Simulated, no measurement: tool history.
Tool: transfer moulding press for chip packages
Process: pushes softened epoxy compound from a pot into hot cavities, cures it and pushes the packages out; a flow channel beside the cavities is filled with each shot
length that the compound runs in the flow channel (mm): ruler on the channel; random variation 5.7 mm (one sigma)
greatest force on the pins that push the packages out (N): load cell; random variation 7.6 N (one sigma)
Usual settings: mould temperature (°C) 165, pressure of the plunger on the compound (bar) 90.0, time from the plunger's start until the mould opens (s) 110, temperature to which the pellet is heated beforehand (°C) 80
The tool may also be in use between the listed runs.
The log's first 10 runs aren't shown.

run	day	mould temperature (°C)	pressure of the plunger on the compound (bar)	time from the plunger's start until the mould opens (s)	temperature to which the pellet is heated beforehand (°C)	incoming compound's hours out of the cold store	length that the compound runs in the flow channel (mm)	greatest force on the pins that push the packages out (N)
11	3.292	165	90.0	129	80	10.3	694	321
12	3.538	165	90.0	129	80	34.2	608	342
13	3.871	165	90.0	129	80	28.5	623	355
14	4.188	165	90.0	129	80	14.0	686	366
15	4.658	165	90.0	129	80	35.8	600	385
16	5.108	165	102.2	129	80	46.5	604	394
17	5.446	169	102.2	126	80	30.3	650	403
18	5.738	169	102.2	126	80	44.1	601	406
19	6.067	163	102.2	126	83	21.3	688	423
20	6.512	165	90.0	112	80	31.0	613	463
21	6.783	159	104.8	100	80	28.6	682	773
22	7.042	159	104.8	100	80	8.4	766	862
23	7.258	159	89.4	107	75	44.3	580	659
24	7.629	159	89.4	107	75	20.0	653	726
# day 7.875: cavities cleaned with cleaning compound and waxed
25	8.150	165	107.8	110	80	35.4	643	351
26	8.562	165	107.8	110	80	34.7	655	376
27	8.892	165	109.6	95	80	21.4	700	512
28	9.104	162	97.8	127	85	27.3	649	394
29	9.442	162	97.8	127	85	35.5	624	407
30	9.650	169	90.0	110	80	38.7	573	390

Forecast each of these 3 alternatives for the next run:
A	10.129	159	68.9	110	89	19.0	?	?
B	10.129	159	90.0	110	76	8.3	?	?
C	10.129	168	100.6	103	80	36.8	?	?

run	length that the compound runs in the flow channel (mm)	greatest force on the pins that push the packages out (N)
A	570	608
B	688	654
C	608	441
Without the tool's hidden state the same runs would have given:
run	length that the compound runs in the flow channel (mm)	greatest force on the pins that push the packages out (N)
A	592	430
B	715	465
C	631	309
